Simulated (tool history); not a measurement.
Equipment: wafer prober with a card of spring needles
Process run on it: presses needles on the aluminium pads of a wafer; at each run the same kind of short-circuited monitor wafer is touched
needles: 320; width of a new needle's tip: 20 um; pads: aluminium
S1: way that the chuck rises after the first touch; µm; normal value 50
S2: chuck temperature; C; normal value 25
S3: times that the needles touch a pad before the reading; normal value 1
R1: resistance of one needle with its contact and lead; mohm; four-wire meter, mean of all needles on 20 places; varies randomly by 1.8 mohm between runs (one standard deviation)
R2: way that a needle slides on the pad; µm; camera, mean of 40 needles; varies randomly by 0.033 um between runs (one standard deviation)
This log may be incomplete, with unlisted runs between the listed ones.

| run | hour | S1 | S2 | S3 | R1 | R2 |
|---|---|---|---|---|---|---|
| 1 | 0.0 | 50 | 25 | 1 | 186 | 9.41 |
|  | 2.6 | tips cleaned on abrasive film |
| 2 | 16.1 | 50 | 25 | 1 | 182 | 9.39 |
| 3 | 31.8 | 50 | 25 | 1 | 182 | 9.39 |
|  | 42.5 | tips cleaned on abrasive film |
| 4 | 42.5 | 68 | 25 | 1 | 179 | 12.78 |
| 5 | 64.4 | 68 | 25 | 1 | 179 | 12.75 |
|  | 83.1 | tips cleaned on abrasive film |
| 6 | 83.7 | 50 | 25 | 1 | 183 | 9.34 |
| 7 | 93.9 | 50 | 25 | 1 | 185 | 9.31 |
| 8 | 108.2 | 50 | 25 | 1 | 185 | 9.23 |
|  | 124.1 | tips cleaned on abrasive film |
| 9 | 131.4 | 50 | 25 | 1 | 184 | 9.31 |
| 10 | 153.7 | 50 | 25 | 1 | 184 | 9.24 |
|  | 164.2 | tips cleaned on abrasive film |
| 11 | 165.0 | 50 | 25 | 1 | 178 | 9.22 |
| 12 | 176.4 | 50 | 25 | 1 | 183 | 9.23 |
|  | 195.2 | gauge calibrated |
| 13 | 199.4 | 50 | 25 | 1 | 186 | 9.37 |
|  | 204.6 | tips cleaned on abrasive film |
| 14 | 218.8 | 50 | 25 | 1 | 183 | 9.35 |
| 15 | 232.9 | 50 | 25 | 1 | 181 | 9.33 |
|  | 245.8 | tips cleaned on abrasive film |
| 16 | 245.8 | 50 | 25 | 1 | 180 | 9.32 |
| 17 | 259.4 | 50 | 25 | 1 | 179 | 9.36 |
| 18 | 282.3 | 50 | 25 | 1 | 180 | 9.30 |
|  | 286.1 | tips cleaned on abrasive film |
| 19 | 296.2 | 33 | 51 | 1 | 195 | 6.13 |
| 20 | 306.0 | 33 | 25 | 2 | 189 | 6.14 |
| 21 | 319.6 | 50 | 48 | 1 | 186 | 9.25 |
|  | 326.8 | tips cleaned on abrasive film |
| 22 | 331.7 | 42 | 123 | 1 | 207 | 7.78 |
| 23 | 346.2 | 60 | 25 | 1 | 178 | 11.12 |
| 24 | 360.6 | 53 | 25 | 1 | 181 | 9.82 |
|  | 367.2 | tips cleaned on abrasive film |
| 25 | 378.9 | 53 | 25 | 1 | 184 | 9.79 |
| 26 | 397.8 | 52 | 35 | 1 | 182 | 9.55 |
|  | 408.0 | tips cleaned on abrasive film |
| 27 | 411.1 | 43 | 45 | 1 | 190 | 7.86 |
| 28 | 423.0 | 43 | 109 | 2 | 202 | 7.90 |
| 29 | 436.4 | 44 | 81 | 2 | 195 | 8.11 |
|  | 448.0 | tips cleaned on abrasive film |
| 30 | 457.2 | 44 | 99 | 3 | 201 | 8.01 |
| 31 | 478.6 | 44 | 99 | 3 | 201 | 8.06 |
|  | 489.5 | tips cleaned on abrasive film |
| 32 | 495.1 | 44 | 99 | 3 | 201 | 7.98 |
| 33 | 510.3 | 50 | 45 | 1 | 187 | 9.09 |

Estimate the outcome of run 34 from the log above:
| 34 | 522.9 | 50 | 121 | 2 | ? | ? |

{"run 34": {"R1": 207, "R2": 9.03}}
With no hidden state in the tool, this same run would have given R1 206 mohm, R2 9.34 µm.
